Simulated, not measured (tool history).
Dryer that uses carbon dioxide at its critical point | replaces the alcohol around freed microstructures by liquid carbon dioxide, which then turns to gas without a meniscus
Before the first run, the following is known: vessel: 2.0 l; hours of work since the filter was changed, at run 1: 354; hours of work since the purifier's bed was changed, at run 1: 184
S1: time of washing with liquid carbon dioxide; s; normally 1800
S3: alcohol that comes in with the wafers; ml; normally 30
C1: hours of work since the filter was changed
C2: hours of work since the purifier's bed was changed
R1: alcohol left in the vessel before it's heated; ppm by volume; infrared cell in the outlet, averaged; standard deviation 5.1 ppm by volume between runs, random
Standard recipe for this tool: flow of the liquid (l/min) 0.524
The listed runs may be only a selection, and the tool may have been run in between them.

{"run": 1, "hour": 0.0, "S1": 1800, "flow of the liquid (l/min)": 0.524, "S3": 30, "C1": 354, "C2": 184, "R1": 105}
{"run": 2, "hour": 13.5, "S1": 1800, "flow of the liquid (l/min)": 0.524, "S3": 91, "C1": 359, "C2": 188, "R1": 277}
{"run": 3, "hour": 46.0, "S1": 1800, "flow of the liquid (l/min)": 0.524, "S3": 91, "C1": 368, "C2": 198, "R1": 308}
{"run": 4, "hour": 75.5, "S1": 1800, "flow of the liquid (l/min)": 0.524, "S3": 91, "C1": 377, "C2": 207, "R1": 298}
{"run": 5, "hour": 95.2, "S1": 1800, "flow of the liquid (l/min)": 0.524, "S3": 30, "C1": 383, "C2": 213, "R1": 120}
{"run": 6, "hour": 117.2, "S1": 1800, "flow of the liquid (l/min)": 0.524, "S3": 30, "C1": 390, "C2": 220, "R1": 123}
{"run": 7, "hour": 141.3, "S1": 1800, "flow of the liquid (l/min)": 0.524, "S3": 30, "C1": 397, "C2": 227, "R1": 120}
{"run": 8, "hour": 171.4, "S1": 1800, "flow of the liquid (l/min)": 0.524, "S3": 30, "C1": 406, "C2": 236, "R1": 131}
{"run": 9, "hour": 189.4, "S1": 1800, "flow of the liquid (l/min)": 0.543, "S3": 30, "C1": 412, "C2": 241, "R1": 110}
{"run": 10, "hour": 205.3, "S1": 2520, "flow of the liquid (l/min)": 0.524, "S3": 30, "C1": 416, "C2": 246, "R1": 36}
{"run": 11, "hour": 236.7, "S1": 2520, "flow of the liquid (l/min)": 0.524, "S3": 30, "C1": 426, "C2": 256, "R1": 32}
{"run": 12, "hour": 263.9, "S1": 2520, "flow of the liquid (l/min)": 0.524, "S3": 114, "C1": 434, "C2": 264, "R1": 78}
{"run": 13, "hour": 292.5, "S1": 1800, "flow of the liquid (l/min)": 0.598, "S3": 30, "C1": 443, "C2": 272, "R1": 71}
{"run": 14, "hour": 306.2, "S1": 1800, "flow of the liquid (l/min)": 0.524, "S3": 30, "C1": 447, "C2": 277, "R1": 136}
{"run": 15, "hour": 321.2, "S1": 1800, "flow of the liquid (l/min)": 0.524, "S3": 30, "C1": 451, "C2": 281, "R1": 129}
{"run": 16, "hour": 347.5, "S1": 1800, "flow of the liquid (l/min)": 0.524, "S3": 30, "C1": 459, "C2": 289, "R1": 127}
{"run": 17, "hour": 360.6, "S1": 1800, "flow of the liquid (l/min)": 0.344, "S3": 30, "C1": 463, "C2": 293, "R1": 683}
{"run": 18, "hour": 387.1, "S1": 1800, "flow of the liquid (l/min)": 0.344, "S3": 30, "C1": 471, "C2": 301, "R1": 693}
{"run": 19, "hour": 403.1, "S1": 1800, "flow of the liquid (l/min)": 0.344, "S3": 30, "C1": 476, "C2": 306, "R1": 676}
{"run": 20, "hour": 434.0, "S1": 1800, "flow of the liquid (l/min)": 0.344, "S3": 30, "C1": 485, "C2": 315, "R1": 662}
{"run": 21, "hour": 461.8, "S1": 1800, "flow of the liquid (l/min)": 0.524, "S3": 30, "C1": 494, "C2": 323, "R1": 149}
{"run": 22, "hour": 492.4, "S1": 1140, "flow of the liquid (l/min)": 0.524, "S3": 30, "C1": 503, "C2": 333, "R1": 692}
{"run": 23, "hour": 511.0, "S1": 1140, "flow of the liquid (l/min)": 0.524, "S3": 30, "C1": 508, "C2": 338, "R1": 700}
{"hour": 540.0, "done": "inlet filter changed"}
{"run": 24, "hour": 544.2, "S1": 1920, "flow of the liquid (l/min)": 0.524, "S3": 52, "C1": 1, "C2": 348, "R1": 104}
{"run": 25, "hour": 574.1, "S1": 1920, "flow of the liquid (l/min)": 0.524, "S3": 52, "C1": 10, "C2": 357, "R1": 99}
{"run": 26, "hour": 589.3, "S1": 1920, "flow of the liquid (l/min)": 0.524, "S3": 52, "C1": 15, "C2": 362, "R1": 98}
{"run": 27, "hour": 614.9, "S1": 1140, "flow of the liquid (l/min)": 0.409, "S3": 47, "C1": 23, "C2": 369, "R1": 1598}
{"run": 28, "hour": 631.4, "S1": 1380, "flow of the liquid (l/min)": 0.36, "S3": 57, "C1": 28, "C2": 374, "R1": 1666}
{"run": 29, "hour": 662.0, "S1": 1380, "flow of the liquid (l/min)": 0.36, "S3": 57, "C1": 37, "C2": 383, "R1": 1704}
{"run": 30, "hour": 686.0, "S1": 1380, "flow of the liquid (l/min)": 0.524, "S3": 35, "C1": 44, "C2": 391, "R1": 283}
{"run": 31, "hour": 717.1, "S1": 1380, "flow of the liquid (l/min)": 0.524, "S3": 35, "C1": 53, "C2": 400, "R1": 279}
{"run": 32, "hour": 743.3, "S1": 1740, "flow of the liquid (l/min)": 0.413, "S3": 35, "C1": 61, "C2": 408, "R1": 329}
{"run": 33, "hour": 774.6, "S1": 1440, "flow of the liquid (l/min)": 0.773, "S3": 35, "C1": 71, "C2": 417, "R1": 58}
{"run": 34, "hour": 801.9, "S1": 1800, "flow of the liquid (l/min)": 0.769, "S3": 30, "C1": 79, "C2": 426, "R1": 40}
{"run": 35, "hour": 832.8, "S1": 1800, "flow of the liquid (l/min)": 0.769, "S3": 30, "C1": 88, "C2": 435, "R1": 48}
{"run": 36, "hour": 849.4, "S1": 1800, "flow of the liquid (l/min)": 0.769, "S3": 30, "C1": 93, "C2": 440, "R1": 43}
{"run": 37, "hour": 864.9, "S1": 1560, "flow of the liquid (l/min)": 0.317, "S3": 111, "C1": 98, "C2": 445, "R1": 3533}
{"run": 38, "hour": 884.5, "S1": 1560, "flow of the liquid (l/min)": 0.317, "S3": 111, "C1": 104, "C2": 451, "R1": 3648}
{"run": 39, "hour": 913.0, "S1": 1800, "flow of the liquid (l/min)": 0.524, "S3": 22, "C1": 112, "C2": 459, "R1": 83}
{"run": 40, "hour": 935.7, "S1": 1800, "flow of the liquid (l/min)": 0.524, "S3": 22, "C1": 119, "C2": 466, "R1": 78}
{"run": 41, "hour": 962.1, "S1": 2520, "flow of the liquid (l/min)": 0.353, "S3": 24, "C1": 127, "C2": 474, "R1": 127}
{"run": 42, "hour": 991.0, "S1": 1800, "flow of the liquid (l/min)": 0.323, "S3": 46, "C1": 136, "C2": 483, "R1": 967}
{"run": 43, "hour": 1012.4, "S1": 1620, "flow of the liquid (l/min)": 0.524, "S3": 31, "C1": 142, "C2": 489, "R1": 146}
{"run": 44, "hour": 1032.8, "S1": 1620, "flow of the liquid (l/min)": 0.524, "S3": 31, "C1": 148, "C2": 495, "R1": 169}
{"run": 45, "hour": 1048.5, "S1": 2460, "flow of the liquid (l/min)": 0.678, "S3": 30, "C1": 153, "C2": 500, "R1": 37}

Describe how what the log doesn't record of the tool's condition differs between the last listed run preceding each entry between runs and the first listed run following it.
Runs 23 to 24: inlet filter changed (hour 540.0)
  flow that reaches the vessel past the clogged filter, %: 87.2 -> 100; alcohol in the recycled carbon dioxide, ppm: 30.5 -> 31.3
  the result without the hidden state subtracted from the measured one, R1: +271 -> +26 ppm by volume
